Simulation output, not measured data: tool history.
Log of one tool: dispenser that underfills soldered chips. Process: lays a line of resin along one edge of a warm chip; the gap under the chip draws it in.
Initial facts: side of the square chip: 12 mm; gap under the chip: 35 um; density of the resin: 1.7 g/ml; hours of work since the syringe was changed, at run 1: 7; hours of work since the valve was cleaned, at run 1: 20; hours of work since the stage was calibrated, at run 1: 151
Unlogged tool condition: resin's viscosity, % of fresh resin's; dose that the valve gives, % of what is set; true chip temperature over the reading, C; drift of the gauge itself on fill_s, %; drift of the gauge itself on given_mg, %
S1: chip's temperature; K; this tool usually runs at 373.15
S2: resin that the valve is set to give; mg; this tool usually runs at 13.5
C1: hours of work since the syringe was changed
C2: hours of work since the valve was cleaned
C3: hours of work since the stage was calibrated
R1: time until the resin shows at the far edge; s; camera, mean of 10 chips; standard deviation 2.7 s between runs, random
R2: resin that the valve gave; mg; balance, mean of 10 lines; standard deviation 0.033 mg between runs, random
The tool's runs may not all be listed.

run	hour	S1	S2	C1	C2	C3	R1	R2
1	0	373.15	13.5	7	20	151	387.1	13.44
# hour 4.9: new syringe of resin
2	14.2	373.15	13.6	6	29	159	375.1	13.45
# hour 19.8: new syringe of resin
3	26.1	373.15	13.5	4	36	167	339.5	13.33
# hour 34.9: new syringe of resin
4	39.6	373.15	13.5	3	45	175	317.1	13.35
5	46.5	385.15	13.5	7	49	179	246.7	13.27
# hour 50.5: new syringe of resin
6	55.1	384.15	13.5	3	54	185	207.6	13.26
7	62	384.15	13.5	7	59	189	254.5	13.21
# hour 65.5: new syringe of resin
8	71.7	384.15	13.6	4	65	195	221.7	13.26
# hour 80.9: new syringe of resin
9	86.9	373.15	13.5	4	74	204	331.5	13.11
# hour 95.8: dispensing valve cleaned and set on the balance
# hour 97: new syringe of resin
10	103	386.15	17.4	4	4	214	199.2	17.34
# hour 111.6: new syringe of resin
11	116.2	386.15	17.4	3	13	222	190.3	17.35
# hour 126.9: new syringe of resin
12	127.2	386.15	17.4	0	19	229	161.9	17.27
13	137.5	377.15	12.9	7	26	235	335.1	12.78
# hour 141.5: new syringe of resin
14	152.6	379.15	12.9	7	35	245	316.2	12.73
# hour 156.2: new syringe of resin
15	159.5	360.15	13.5	2	39	249	541.1	13.29
# hour 170.8: new syringe of resin
16	170.8	373.15	12.4	0	46	256	278.2	12.17
17	182.8	373.15	12.4	8	54	263	415.5	12.18

Hidden condition of the tool, last listed run before each entry between runs versus first listed run after:
In the gap between runs 1 and 2: new syringe of resin (hour 4.9)
  resin's viscosity, % of fresh resin's: 142.2 -> 137.7; dose that the valve gives, % of what is set: 99.46 -> 99.12; true chip temperature over the reading, C: -0.55 -> -0.57
  measured less the result without the state, R1: +121.3 -> +109.4 s; R2: -0.08 -> -0.12 mg
In the gap between runs 2 and 3: new syringe of resin (hour 19.8)
  resin's viscosity, % of fresh resin's: 137.7 -> 124.1; dose that the valve gives, % of what is set: 99.12 -> 98.84; true chip temperature over the reading, C: -0.57 -> -0.6
  measured less the result without the state, R1: +109.4 -> +73 s; R2: -0.12 -> -0.16 mg
In the gap between runs 3 and 4: new syringe of resin (hour 34.9)
  resin's viscosity, % of fresh resin's: 124.1 -> 116.2; dose that the valve gives, % of what is set: 98.84 -> 98.53; true chip temperature over the reading, C: -0.6 -> -0.62
  measured less the result without the state, R1: +73 -> +51.7 s; R2: -0.16 -> -0.2 mg
In the gap between runs 5 and 6: new syringe of resin (hour 50.5)
  resin's viscosity, % of fresh resin's: 146.6 -> 116.9; dose that the valve gives, % of what is set: 98.36 -> 98.17; true chip temperature over the reading, C: -0.64 -> -0.65
  measured less the result without the state, R1: +82.7 -> +34.9 s; R2: -0.22 -> -0.25 mg
In the gap between runs 7 and 8: new syringe of resin (hour 65.5)
  resin's viscosity, % of fresh resin's: 147.1 -> 125.4; dose that the valve gives, % of what is set: 98.02 -> 97.8; true chip temperature over the reading, C: -0.67 -> -0.69
  measured less the result without the state, R1: +86.4 -> +50.1 s; R2: -0.27 -> -0.3 mg
In the gap between runs 8 and 9: new syringe of resin (hour 80.9)
  resin's viscosity, % of fresh resin's: 125.4 -> 120; dose that the valve gives, % of what is set: 97.8 -> 97.45; true chip temperature over the reading, C: -0.69 -> -0.72
  measured less the result without the state, R1: +50.1 -> +64.3 s; R2: -0.3 -> -0.34 mg
In the gap between runs 9 and 10: dispensing valve cleaned and set on the balance (hour 95.8); new syringe of resin (hour 97)
  resin's viscosity, % of fresh resin's: 120 -> 122.4; dose that the valve gives, % of what is set: 97.45 -> 99.87; true chip temperature over the reading, C: -0.72 -> -0.74
  measured less the result without the state, R1: +64.3 -> +41.1 s; R2: -0.34 -> -0.02 mg
In the gap between runs 10 and 11: new syringe of resin (hour 111.6)
  resin's viscosity, % of fresh resin's: 122.4 -> 119.3; dose that the valve gives, % of what is set: 99.87 -> 99.57; true chip temperature over the reading, C: -0.74 -> -0.77
  measured less the result without the state, R1: +41.1 -> +35.7 s; R2: -0.02 -> -0.08 mg
In the gap between runs 11 and 12: new syringe of resin (hour 126.9)
  resin's viscosity, % of fresh resin's: 119.3 -> 100.6; dose that the valve gives, % of what is set: 99.57 -> 99.3; true chip temperature over the reading, C: -0.77 -> -0.79
  measured less the result without the state, R1: +35.7 -> +6 s; R2: -0.08 -> -0.12 mg
In the gap between runs 13 and 14: new syringe of resin (hour 141.5)
  resin's viscosity, % of fresh resin's: 142 -> 145.9; dose that the valve gives, % of what is set: 99.05 -> 98.71; true chip temperature over the reading, C: -0.81 -> -0.84
  measured less the result without the state, R1: +107.4 -> +107.3 s; R2: -0.12 -> -0.17 mg
In the gap between runs 14 and 15: new syringe of resin (hour 156.2)
  resin's viscosity, % of fresh resin's: 145.9 -> 110.7; dose that the valve gives, % of what is set: 98.71 -> 98.55; true chip temperature over the reading, C: -0.84 -> -0.85
  measured less the result without the state, R1: +107.3 -> +71.7 s; R2: -0.17 -> -0.2 mg
In the gap between runs 15 and 16: new syringe of resin (hour 170.8)
  resin's viscosity, % of fresh resin's: 110.7 -> 98.9; dose that the valve gives, % of what is set: 98.55 -> 98.31; true chip temperature over the reading, C: -0.85 -> -0.87
  measured less the result without the state, R1: +71.7 -> +7.9 s; R2: -0.2 -> -0.21 mg

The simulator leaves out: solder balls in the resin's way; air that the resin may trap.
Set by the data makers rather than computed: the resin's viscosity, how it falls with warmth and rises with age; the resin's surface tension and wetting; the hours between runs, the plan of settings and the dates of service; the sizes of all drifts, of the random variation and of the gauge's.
